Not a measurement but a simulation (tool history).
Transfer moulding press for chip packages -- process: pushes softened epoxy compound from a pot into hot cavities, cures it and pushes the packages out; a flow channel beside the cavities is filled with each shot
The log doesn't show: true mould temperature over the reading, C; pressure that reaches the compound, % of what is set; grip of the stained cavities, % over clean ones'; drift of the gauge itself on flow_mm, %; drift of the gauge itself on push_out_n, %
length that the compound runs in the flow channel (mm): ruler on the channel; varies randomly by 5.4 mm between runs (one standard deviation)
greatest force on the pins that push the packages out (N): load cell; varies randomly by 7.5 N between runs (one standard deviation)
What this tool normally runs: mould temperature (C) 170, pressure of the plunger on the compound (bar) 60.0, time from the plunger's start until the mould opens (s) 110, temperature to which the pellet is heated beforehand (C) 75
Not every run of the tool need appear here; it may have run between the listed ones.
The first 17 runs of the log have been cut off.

run,hour,mould temperature (C),pressure of the plunger on the compound (bar),time from the plunger's start until the mould opens (s),temperature to which the pellet is heated beforehand (C),hours of work since the mould's thermocouples were calibrated,shots since the plunger's rings were changed,shots since the cavities were cleaned,incoming compound's hours out of the cold store,length that the compound runs in the flow channel (mm),greatest force on the pins that push the packages out (N)
18,333.9,164,69.2,115,75,567,3012,447,30.6,907,516
19,348.2,164,69.2,115,75,574,3132,567,28.4,908,547
# hour 354.6: cavities cleaned with cleaning compound and waxed
20,364.2,169,69.0,106,69,581,3254,81,47.4,821,332
21,381.7,176,60.0,110,75,590,3401,228,31.8,790,328
22,393.2,176,60.0,110,72,596,3497,324,8.3,887,362
23,411.2,176,60.0,110,68,605,3647,474,14.4,860,387
# hour 427.4: cavities cleaned with cleaning compound and waxed
24,431.2,176,60.0,110,68,614,3803,32,23.5,818,284
25,449.1,176,60.0,92,68,623,3953,182,37.8,776,369
26,464.7,176,60.0,92,68,631,4083,312,42.7,758,369
27,478.8,173,58.1,143,68,638,4202,431,9.0,874,364
# hour 500.2: cavities cleaned with cleaning compound and waxed
28,503.5,173,58.1,143,68,650,4395,27,31.3,786,273

Run 29, settings as shown, results not yet in. Your forecast:
29,522.5,170,64.7,110,75,659,4554,186,22.9,?,?

{"run 29": {"length that the compound runs in the flow channel (mm)": 873, "greatest force on the pins that push the packages out (N)": 347}}
Take away the tool's hidden state, keep the run-to-run variation as it was, and the same run would have given length that the compound runs in the flow channel (mm) 915, greatest force on the pins that push the packages out (N) 302.
